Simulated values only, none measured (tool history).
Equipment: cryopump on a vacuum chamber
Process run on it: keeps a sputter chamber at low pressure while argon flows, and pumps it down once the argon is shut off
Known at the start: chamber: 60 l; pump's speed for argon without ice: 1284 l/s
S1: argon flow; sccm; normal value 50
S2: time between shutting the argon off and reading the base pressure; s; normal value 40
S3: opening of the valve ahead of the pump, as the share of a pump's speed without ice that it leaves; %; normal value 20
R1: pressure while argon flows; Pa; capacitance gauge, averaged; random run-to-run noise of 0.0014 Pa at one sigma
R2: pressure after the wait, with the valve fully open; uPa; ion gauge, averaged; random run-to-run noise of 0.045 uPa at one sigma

run 1 day=0.000 | S1=50 S2=40 S3=20 | R1=0.3315 R2=3.66
run 2 day=1.721 | S1=50 S2=40 S3=24 | R1=0.2761 R2=3.73
run 3 day=2.854 | S1=50 S2=67 S3=20 | R1=0.3316 R2=2.82
run 4 day=4.638 | S1=50 S2=67 S3=20 | R1=0.3315 R2=2.86
run 5 day=6.038 | S1=50 S2=57 S3=20 | R1=0.3324 R2=3.11
run 6 day=8.096 | S1=81 S2=57 S3=20 | R1=0.5424 R2=3.17
run 7 day=9.175 | S1=81 S2=57 S3=20 | R1=0.5394 R2=3.13
run 8 day=10.488 | S1=81 S2=57 S3=20 | R1=0.5438 R2=3.27
run 9 day=12.271 | S1=81 S2=57 S3=20 | R1=0.5449 R2=3.31
run 10 day=13.962 | S1=81 S2=57 S3=20 | R1=0.5493 R2=3.39
run 11 day=15.150 | S1=55 S2=40 S3=20 | R1=0.3716 R2=4.15
run 12 day=16.162 | S1=55 S2=40 S3=20 | R1=0.3725 R2=4.21
run 13 day=17.917 | S1=55 S2=40 S3=20 | R1=0.3733 R2=4.38
run 14 day=19.246 | S1=50 S2=40 S3=20 | R1=0.3404 R2=4.20
run 15 day=20.208 | S1=50 S2=40 S3=20 | R1=0.3418 R2=4.33
run 16 day=21.817 | S1=50 S2=40 S3=20 | R1=0.3415 R2=4.38
run 17 day=24.058 | S1=50 S2=30 S3=20 | R1=0.3443 R2=5.24
run 18 day=25.471 | S1=52 S2=27 S3=20 | R1=0.3594 R2=5.64
run 19 day=27.058 | S1=67 S2=127 S3=42 | R1=0.2348 R2=2.85
run 20 day=28.212 | S1=38 S2=38 S3=43 | R1=0.1303 R2=4.59
run 21 day=29.846 | S1=23 S2=28 S3=43 | R1=0.0788 R2=5.78
run 22 day=32.046 | S1=23 S2=28 S3=43 | R1=0.0799 R2=5.88
-- day=32.833 pump warmed up, emptied and cooled again
run 23 day=34.200 | S1=23 S2=34 S3=36 | R1=0.0837 R2=4.59
run 24 day=35.804 | S1=23 S2=34 S3=36 | R1=0.0856 R2=4.77
run 25 day=36.750 | S1=31 S2=34 S3=36 | R1=0.1150 R2=4.86
run 26 day=38.958 | S1=38 S2=211 S3=35 | R1=0.1450 R2=2.37
run 27 day=40.512 | S1=38 S2=211 S3=35 | R1=0.1473 R2=2.54
run 28 day=42.200 | S1=91 S2=25 S3=35 | R1=0.3539 R2=5.99
run 29 day=43.783 | S1=91 S2=25 S3=35 | R1=0.3544 R2=5.81
run 30 day=45.933 | S1=91 S2=66 S3=35 | R1=0.3569 R2=3.63
run 31 day=47.458 | S1=50 S2=31 S3=27 | R1=0.2523 R2=5.42
run 32 day=48.604 | S1=53 S2=140 S3=39 | R1=0.1892 R2=2.90
run 33 day=49.629 | S1=41 S2=123 S3=54 | R1=0.1065 R2=2.98
run 34 day=51.196 | S1=35 S2=56 S3=54 | R1=0.0917 R2=4.01

Consider 3 possible next runs. They are alternatives, not a sequence: every one starts from the tool as it was left by run 34. What does each give?
run A day=52.912 | S1=50 S2=159 S3=20 | R1=? R2=?
run B day=52.912 | S1=22 S2=40 S3=20 | R1=? R2=?
run C day=52.912 | S1=27 S2=251 S3=16 | R1=? R2=?

run=A R1=0.3426 R2=2.98
run=B R1=0.1510 R2=4.89
run=C R1=0.2278 R2=2.69
Take away the tool's hidden state, keep each run's random variation, and the runs would have read:
run=A R1=0.3308 R2=0.84
run=B R1=0.1457 R2=2.69
run=C R1=0.2215 R2=0.58

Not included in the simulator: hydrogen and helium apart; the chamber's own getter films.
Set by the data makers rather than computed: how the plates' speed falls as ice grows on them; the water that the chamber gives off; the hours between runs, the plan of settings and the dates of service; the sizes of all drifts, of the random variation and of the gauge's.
